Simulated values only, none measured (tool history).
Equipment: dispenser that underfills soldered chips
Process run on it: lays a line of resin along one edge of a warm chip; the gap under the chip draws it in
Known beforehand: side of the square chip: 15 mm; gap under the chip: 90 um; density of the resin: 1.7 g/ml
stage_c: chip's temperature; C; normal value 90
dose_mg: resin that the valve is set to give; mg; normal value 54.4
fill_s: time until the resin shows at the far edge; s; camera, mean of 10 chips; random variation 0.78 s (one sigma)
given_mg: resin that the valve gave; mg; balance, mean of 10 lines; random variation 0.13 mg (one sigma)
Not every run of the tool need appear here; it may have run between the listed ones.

Run 1, hour 0.0: usual settings. Result: fill_s 108.9 s, given_mg 53.08 mg.
At hour 2.0: new syringe of resin.
Run 2, hour 3.1: usual settings but dose_mg 51.3 mg. Result: fill_s 78.2 s, given_mg 49.89 mg.
At hour 5.8: dispensing valve cleaned and set on the balance.
Run 3, hour 6.7: usual settings. Result: fill_s 91.5 s, given_mg 54.31 mg.
At hour 10.9: new syringe of resin.
Run 4, hour 10.9: usual settings but stage_c 84 C. Result: fill_s 85.3 s, given_mg 54.10 mg.
Run 5, hour 13.3: usual settings but stage_c 84 C. Result: fill_s 99.3 s, given_mg 54.14 mg.
Run 6, hour 15.4: usual settings but stage_c 84 C. Result: fill_s 114.7 s, given_mg 54.06 mg.
At hour 18.9: new syringe of resin.
Run 7, hour 20.1: usual settings but stage_c 84 C. Result: fill_s 91.6 s, given_mg 54.08 mg.
Run 8, hour 24.0: usual settings but stage_c 77 C. Result: fill_s 146.8 s, given_mg 53.89 mg.
At hour 27.0: new syringe of resin.
Run 9, hour 28.0: usual settings but stage_c 77 C. Result: fill_s 114.1 s, given_mg 53.87 mg.
Run 10, hour 30.3: usual settings but stage_c 76 C. Result: fill_s 137.6 s, given_mg 53.94 mg.
Run 11, hour 33.8: usual settings but stage_c 81 C. Result: fill_s 149.5 s, given_mg 53.90 mg.
At hour 34.8: new syringe of resin.
Run 12, hour 38.5: usual settings but stage_c 81 C. Result: fill_s 118.9 s, given_mg 53.55 mg.
Run 13, hour 40.5: usual settings but dose_mg 69.9 mg. Result: fill_s 104.4 s, given_mg 68.76 mg.
At hour 42.6: new syringe of resin.
Run 14, hour 43.5: usual settings but dose_mg 69.9 mg. Result: fill_s 75.9 s, given_mg 69.06 mg.
Run 15, hour 46.9: usual settings but dose_mg 69.9 mg. Result: fill_s 93.9 s, given_mg 68.61 mg.
Run 16, hour 48.8: usual settings but dose_mg 69.9 mg. Result: fill_s 104.0 s, given_mg 68.65 mg.
At hour 50.4: new syringe of resin.
Run 17, hour 52.7: usual settings but dose_mg 69.9 mg. Result: fill_s 81.5 s, given_mg 68.71 mg.
Run 18, hour 56.0: usual settings but stage_c 82 C. Result: fill_s 130.8 s, given_mg 53.28 mg.
At hour 58.3: new syringe of resin.
Run 19, hour 59.9: usual settings but stage_c 82 C. Result: fill_s 101.2 s, given_mg 53.18 mg.
Run 20, hour 61.8: usual settings but stage_c 86 C, dose_mg 47.4 mg. Result: fill_s 105.3 s, given_mg 46.44 mg.
Run 21, hour 64.6: usual settings but stage_c 76 C. Result: fill_s 166.9 s, given_mg 53.02 mg.
At hour 66.1: new syringe of resin.
Run 22, hour 67.1: usual settings but stage_c 103 C, dose_mg 49.1 mg. Result: fill_s 54.3 s, given_mg 48.06 mg.
Run 23, hour 70.7: usual settings but stage_c 86 C, dose_mg 66.6 mg. Result: fill_s 107.5 s, given_mg 65.01 mg.
At hour 73.9: new syringe of resin.
Run 24, hour 75.2: usual settings but stage_c 82 C, dose_mg 64.3 mg. Result: fill_s 98.8 s, given_mg 62.55 mg.
Run 25, hour 78.7: usual settings but stage_c 82 C, dose_mg 64.3 mg. Result: fill_s 123.8 s, given_mg 62.56 mg.
At hour 81.8: new syringe of resin.
At hour 83.7: dispensing valve cleaned and set on the balance.
Run 26, hour 84.2: usual settings but stage_c 93 C, dose_mg 51.4 mg. Result: fill_s 71.5 s, given_mg 51.48 mg.
Run 27, hour 88.7: usual settings but stage_c 87 C, dose_mg 51.4 mg. Result: fill_s 115.6 s, given_mg 51.34 mg.
At hour 90.7: new syringe of resin.
Run 28, hour 93.1: usual settings but stage_c 79 C, dose_mg 56.0 mg. Result: fill_s 117.2 s, given_mg 55.97 mg.
Run 29, hour 97.3: usual settings but stage_c 79 C, dose_mg 50.6 mg. Result: fill_s 155.5 s, given_mg 50.61 mg.
At hour 98.6: new syringe of resin.
Run 30, hour 101.9: usual settings but stage_c 87 C, dose_mg 48.4 mg. Result: fill_s 99.5 s, given_mg 48.21 mg.
Run 31, hour 104.8: usual settings but stage_c 98 C, dose_mg 51.9 mg. Result: fill_s 86.5 s, given_mg 51.42 mg.
At hour 106.4: new syringe of resin.
Run 32, hour 107.9: usual settings but stage_c 98 C, dose_mg 58.2 mg. Result: fill_s 60.4 s, given_mg 57.90 mg.
Run 33, hour 110.9: usual settings but stage_c 95 C, dose_mg 50.1 mg. Result: fill_s 83.4 s, given_mg 49.63 mg.
Run 34, hour 113.9: usual settings but stage_c 94 C, dose_mg 50.1 mg. Result: fill_s 104.2 s, given_mg 49.70 mg.
At hour 114.5: new syringe of resin.
Run 35, hour 116.5: usual settings but stage_c 94 C, dose_mg 61.4 mg. Result: fill_s 70.1 s, given_mg 60.73 mg.

Pick out some run-to-run changes in fill_s. Of each, how much would a tool without hidden state show as well, from the settings, what came in and chance, and how much is left for the hidden state and any gauge scatter not in both results compared?
The tool's hidden condition here consists of: resin's viscosity, % of fresh resin's; dose that the valve gives, % of what is set; true chip temperature over the reading, C; drift of the gauge itself on fill_s, %; drift of the gauge itself on given_mg, %.
Run 20 -> 21: stage_c 86 -> 76, dose_mg 47.4 -> 54.4. fill_s +61.6 s: hidden state +34.3, all else +27.3.
Run 21 -> 22: stage_c 76 -> 103, dose_mg 54.4 -> 49.1, new syringe of resin. fill_s -112.6 s: hidden state -52.6, all else -60.0.
Run 28 -> 29: dose_mg 56.0 -> 50.6. fill_s +38.3 s: hidden state +38.6, all else -0.3.
Run 29 -> 30: stage_c 79 -> 87, dose_mg 50.6 -> 48.4, new syringe of resin. fill_s -56.0 s: hidden state -36.8, all else -19.2.

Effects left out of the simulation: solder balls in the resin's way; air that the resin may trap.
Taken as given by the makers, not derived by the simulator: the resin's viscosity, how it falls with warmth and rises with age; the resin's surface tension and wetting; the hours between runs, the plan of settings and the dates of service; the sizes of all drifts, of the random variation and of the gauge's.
